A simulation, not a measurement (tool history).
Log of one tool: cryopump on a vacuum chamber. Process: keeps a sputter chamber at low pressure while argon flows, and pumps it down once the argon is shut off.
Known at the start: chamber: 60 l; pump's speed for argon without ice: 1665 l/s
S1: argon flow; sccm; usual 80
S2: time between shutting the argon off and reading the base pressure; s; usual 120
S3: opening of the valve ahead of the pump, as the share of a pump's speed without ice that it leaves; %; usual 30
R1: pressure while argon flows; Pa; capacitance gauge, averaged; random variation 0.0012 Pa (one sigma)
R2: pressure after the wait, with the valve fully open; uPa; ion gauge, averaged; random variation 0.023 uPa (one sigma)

run,hour,S1,S2,S3,R1,R2
1,0,80,120,30,0.2765,0.94
2,13.2,80,120,30,0.2781,0.94
3,27.8,80,120,30,0.277,0.92
4,42.1,80,120,30,0.2758,0.95
5,57.1,80,120,30,0.2766,0.95
6,80.2,80,120,30,0.2772,0.91
7,105.4,80,120,30,0.279,0.97
8,120.9,80,120,30,0.2774,0.93
9,134.1,80,120,30,0.281,1.01
10,156.4,80,120,30,0.28,0.95
11,174.2,80,120,30,0.2782,0.97
12,185.3,80,120,30,0.2814,0.98
13,204.9,80,120,30,0.2796,1.01
14,217.9,104,120,30,0.3641,1
15,230.4,104,120,30,0.3638,0.99
16,247.2,33,120,30,0.1153,1.02
17,262.6,80,120,35,0.2409,1.05
18,281.8,80,120,35,0.244,1.03
19,299.8,80,120,35,0.2435,1.05
20,319.1,73,120,35,0.2212,1.03
21,333.6,81,120,22,0.3856,1.04
22,346.6,72,194,50,0.1565,0.8
23,359,72,194,50,0.1589,0.81
24,380.6,100,111,50,0.2177,1.11
25,402.4,100,44,22,0.4817,1.96
26,415.1,100,44,22,0.4791,1.98
27,438.8,157,107,22,0.7482,1.12
28,462.9,157,107,22,0.7562,1.1
29,480.7,42,204,58,0.0815,0.87
30,502.6,120,66,38,0.3441,1.56
31,515.2,80,120,48,0.1848,1.12
32,538.5,38,114,19,0.2113,1.11
33,561.3,105,144,38,0.3017,1.05

4 ways to go on from here, each from the tool as it stands after run 33. What would each give?
A,575.9,149,50,30,?,?
B,575.9,105,26,38,?,?
C,575.9,39,144,38,?,?
D,575.9,73,146,49,?,?

run,R1,R2
A,0.5372,1.98
B,0.305,3.16
C,0.1135,1.05
D,0.1671,1.01
Without the tool's hidden state the same runs would have given:
run,R1,R2
A,0.5036,1.58
B,0.2812,2.77
C,0.1046,0.66
D,0.1506,0.61

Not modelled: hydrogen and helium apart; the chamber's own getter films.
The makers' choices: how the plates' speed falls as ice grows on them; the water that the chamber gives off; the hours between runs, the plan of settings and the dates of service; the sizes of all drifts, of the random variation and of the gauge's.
